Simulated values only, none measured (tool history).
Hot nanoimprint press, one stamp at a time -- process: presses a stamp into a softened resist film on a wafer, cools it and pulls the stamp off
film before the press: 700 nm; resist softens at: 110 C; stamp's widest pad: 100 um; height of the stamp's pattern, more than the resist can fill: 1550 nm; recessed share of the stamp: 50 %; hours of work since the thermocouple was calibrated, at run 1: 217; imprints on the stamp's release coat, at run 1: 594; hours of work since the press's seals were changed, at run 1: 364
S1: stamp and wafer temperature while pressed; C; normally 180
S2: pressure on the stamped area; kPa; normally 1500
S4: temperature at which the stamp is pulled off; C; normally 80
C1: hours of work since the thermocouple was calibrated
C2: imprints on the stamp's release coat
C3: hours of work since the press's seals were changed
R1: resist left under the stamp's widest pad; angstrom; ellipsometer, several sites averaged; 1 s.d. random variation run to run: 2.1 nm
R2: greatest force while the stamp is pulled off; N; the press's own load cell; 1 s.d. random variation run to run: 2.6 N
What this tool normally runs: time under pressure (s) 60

{"run": 1, "hour": 0.0, "S1": 180, "S2": 1500, "time under pressure (s)": 60, "S4": 80, "C1": 217, "C2": 594, "C3": 364, "R1": 3447, "R2": 159}
{"run": 2, "hour": 21.8, "S1": 180, "S2": 1500, "time under pressure (s)": 60, "S4": 80, "C1": 227, "C2": 645, "C3": 374, "R1": 3476, "R2": 162}
{"hour": 38.0, "done": "stamp cleaned and given a new release coat"}
{"run": 3, "hour": 44.6, "S1": 180, "S2": 1500, "time under pressure (s)": 60, "S4": 80, "C1": 234, "C2": 15, "C3": 381, "R1": 3472, "R2": 122}
{"run": 4, "hour": 63.9, "S1": 180, "S2": 1500, "time under pressure (s)": 77, "S4": 80, "C1": 243, "C2": 61, "C3": 389, "R1": 3173, "R2": 129}
{"run": 5, "hour": 93.8, "S1": 177, "S2": 1500, "time under pressure (s)": 60, "S4": 80, "C1": 256, "C2": 132, "C3": 402, "R1": 3864, "R2": 132}
{"run": 6, "hour": 114.8, "S1": 177, "S2": 1500, "time under pressure (s)": 60, "S4": 80, "C1": 265, "C2": 182, "C3": 411, "R1": 3903, "R2": 133}
{"run": 7, "hour": 128.8, "S1": 177, "S2": 1500, "time under pressure (s)": 60, "S4": 80, "C1": 271, "C2": 216, "C3": 418, "R1": 3849, "R2": 130}
{"run": 8, "hour": 155.2, "S1": 177, "S2": 1500, "time under pressure (s)": 60, "S4": 80, "C1": 283, "C2": 278, "C3": 429, "R1": 3931, "R2": 138}
{"run": 9, "hour": 176.5, "S1": 180, "S2": 1500, "time under pressure (s)": 60, "S4": 66, "C1": 292, "C2": 329, "C3": 438, "R1": 3561, "R2": 173}
{"hour": 181.8, "done": "plate thermocouple calibrated"}
{"run": 10, "hour": 202.1, "S1": 180, "S2": 1500, "time under pressure (s)": 60, "S4": 66, "C1": 9, "C2": 383, "C3": 448, "R1": 3501, "R2": 176}
{"run": 11, "hour": 223.4, "S1": 180, "S2": 1500, "time under pressure (s)": 60, "S4": 66, "C1": 18, "C2": 433, "C3": 458, "R1": 3533, "R2": 186}
{"run": 12, "hour": 247.2, "S1": 180, "S2": 1500, "time under pressure (s)": 60, "S4": 66, "C1": 28, "C2": 490, "C3": 468, "R1": 3542, "R2": 190}
{"run": 13, "hour": 264.0, "S1": 180, "S2": 1500, "time under pressure (s)": 60, "S4": 66, "C1": 36, "C2": 530, "C3": 475, "R1": 3529, "R2": 181}
{"hour": 272.3, "done": "plate thermocouple calibrated, once more"}
{"run": 14, "hour": 290.6, "S1": 180, "S2": 1500, "time under pressure (s)": 60, "S4": 80, "C1": 8, "C2": 586, "C3": 485, "R1": 3356, "R2": 153}
{"run": 15, "hour": 303.0, "S1": 180, "S2": 1500, "time under pressure (s)": 60, "S4": 80, "C1": 13, "C2": 615, "C3": 491, "R1": 3328, "R2": 152}
{"hour": 332.4, "done": "stamp cleaned and given a new release coat"}
{"run": 16, "hour": 334.2, "S1": 180, "S2": 1500, "time under pressure (s)": 60, "S4": 75, "C1": 24, "C2": 4, "C3": 502, "R1": 3398, "R2": 134}
{"run": 17, "hour": 360.1, "S1": 180, "S2": 1840, "time under pressure (s)": 60, "S4": 80, "C1": 36, "C2": 66, "C3": 513, "R1": 3038, "R2": 128}
{"run": 18, "hour": 386.1, "S1": 180, "S2": 1840, "time under pressure (s)": 60, "S4": 80, "C1": 47, "C2": 128, "C3": 524, "R1": 3106, "R2": 132}
{"run": 19, "hour": 405.9, "S1": 183, "S2": 1590, "time under pressure (s)": 34, "S4": 75, "C1": 56, "C2": 175, "C3": 533, "R1": 3597, "R2": 141}
{"run": 20, "hour": 430.3, "S1": 175, "S2": 2370, "time under pressure (s)": 60, "S4": 80, "C1": 66, "C2": 233, "C3": 544, "R1": 3376, "R2": 138}
{"run": 21, "hour": 453.4, "S1": 184, "S2": 1080, "time under pressure (s)": 80, "S4": 84, "C1": 76, "C2": 288, "C3": 554, "R1": 3086, "R2": 127}
{"run": 22, "hour": 477.5, "S1": 169, "S2": 1570, "time under pressure (s)": 80, "S4": 69, "C1": 87, "C2": 345, "C3": 564, "R1": 4458, "R2": 161}
{"run": 23, "hour": 495.6, "S1": 169, "S2": 2290, "time under pressure (s)": 99, "S4": 75, "C1": 95, "C2": 388, "C3": 572, "R1": 3645, "R2": 153}

Run 24 has not been measured yet. What should we expect?
{"run": 24, "hour": 514.3, "S1": 174, "S2": 1500, "time under pressure (s)": 60, "S4": 81, "C1": 103, "C2": 432, "C3": 580, "R1": "?", "R2": "?"}

{"run 24": {"R1": 4208, "R2": 146}}
Minus the tool's unlogged condition, the same run would have read R1 4145 angstrom, R2 121 N.

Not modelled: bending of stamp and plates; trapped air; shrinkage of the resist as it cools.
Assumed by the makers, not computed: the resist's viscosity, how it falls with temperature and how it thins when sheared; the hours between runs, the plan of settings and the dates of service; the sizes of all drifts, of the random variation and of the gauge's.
